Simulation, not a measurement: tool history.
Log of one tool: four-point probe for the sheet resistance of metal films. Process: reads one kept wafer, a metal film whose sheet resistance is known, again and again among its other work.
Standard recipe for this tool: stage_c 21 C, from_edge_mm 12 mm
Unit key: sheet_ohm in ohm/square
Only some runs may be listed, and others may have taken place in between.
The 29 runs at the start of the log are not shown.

run	hour	stage_c	from_edge_mm	touches since the probe head was changed	hours of work since the stage's thermometer was calibrated	sheet_ohm
30	1486.4	33	9	115314	226	0.038112
31	1531.8	22	34	116891	250	0.037856
32	1586.4	24	14	118784	279	0.037938
33	1654.0	24	14	121131	315	0.037948
34	1723.8	23	12	123552	352	0.037957
35	1780.6	23	12	125524	382	0.037941
36	1849.4	23	12	127911	418	0.037933
37	1896.5	22	13	129547	443	0.037910
38	1962.7	22	13	131842	478	0.037898
39	2001.7	22	13	133196	499	0.037900
40	2035.2	22	13	134359	517	0.037881
41	2105.7	30	19	136808	554	0.037820
42	2164.6	22	19	138850	585	0.037815
43	2200.5	24	5	140095	604	0.038539
44	2246.2	20	6	141682	629	0.038274

Predict each of these 5 candidate next runs independently; none follows another, all start after run 44:
A	2280.2	22	35	142863	647	?
B	2280.2	20	5	142863	647	?
C	2280.2	28	18	142863	647	?
D	2280.2	28	4	142863	647	?
E	2280.2	20	41	142863	647	?

run	sheet_ohm
A	0.037749
B	0.038527
C	0.037807
D	0.038965
E	0.037740
Take away the tool's hidden state, keep each run's random variation, and the runs would have read:
run	sheet_ohm
A	0.038116
B	0.038901
C	0.038174
D	0.039342
E	0.038107
